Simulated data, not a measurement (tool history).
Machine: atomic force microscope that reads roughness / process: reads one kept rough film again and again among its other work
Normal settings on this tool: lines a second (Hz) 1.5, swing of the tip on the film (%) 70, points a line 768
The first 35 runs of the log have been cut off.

| run | hour | lines a second (Hz) | swing of the tip on the film (%) | points a line | pictures with this tip | hours of work since the height scale was calibrated | roughness of the kept film (nm (root mean square)) |
|---|---|---|---|---|---|---|---|
| 36 | 1385.7 | 1.25 | 70 | 879 | 292 | 142 | 4.054 |
| 37 | 1413.5 | 1.5 | 70 | 261 | 313 | 155 | 4.029 |
| 38 | 1458.2 | 3 | 66 | 261 | 347 | 177 | 3.808 |
|  | 1489.3 | new tip fitted |
| 39 | 1506.8 | 1.5 | 62 | 768 | 14 | 200 | 4.31 |
| 40 | 1533.2 | 0.6 | 90 | 548 | 34 | 213 | 4.172 |
| 41 | 1577.9 | 1.5 | 56 | 581 | 68 | 234 | 4.348 |
| 42 | 1622.9 | 1.5 | 56 | 581 | 102 | 256 | 4.329 |
| 43 | 1662 | 0.56 | 84 | 468 | 132 | 275 | 4.214 |
| 44 | 1698.6 | 0.56 | 84 | 468 | 160 | 292 | 4.149 |
| 45 | 1737.8 | 1.51 | 70 | 768 | 190 | 311 | 4.073 |
| 46 | 1788 | 0.52 | 59 | 768 | 228 | 335 | 4.287 |
| 47 | 1840.3 | 0.52 | 59 | 768 | 268 | 361 | 4.284 |
| 48 | 1883.1 | 0.52 | 59 | 768 | 301 | 381 | 4.239 |
| 49 | 1908.7 | 1.62 | 70 | 551 | 320 | 394 | 3.945 |
| 50 | 1949 | 0.86 | 70 | 343 | 351 | 413 | 4.095 |
|  | 1975.5 | new tip fitted |
| 51 | 1979.8 | 0.86 | 70 | 343 | 3 | 428 | 4.306 |
| 52 | 2028 | 0.86 | 70 | 343 | 40 | 451 | 4.298 |
| 53 | 2082.1 | 1.5 | 70 | 327 | 81 | 477 | 4.16 |

Consider 4 possible next runs. They are alternatives, not a sequence: every one starts from the tool as it was left by run 53. What does each give?
| A | 2118.3 | 4 | 70 | 327 | 109 | 494 | ? |
| B | 2118.3 | 3.57 | 70 | 327 | 109 | 494 | ? |
| C | 2118.3 | 1.5 | 81 | 369 | 109 | 494 | ? |
| D | 2118.3 | 1.5 | 70 | 817 | 109 | 494 | ? |

| run | roughness of the kept film (nm (root mean square)) |
|---|---|
| A | 3.694 |
| B | 3.765 |
| C | 3.941 |
| D | 4.146 |
With no hidden state in the tool, these same runs would have given:
| run | roughness of the kept film (nm (root mean square)) |
|---|---|
| A | 3.798 |
| B | 3.871 |
| C | 4.052 |
| D | 4.263 |
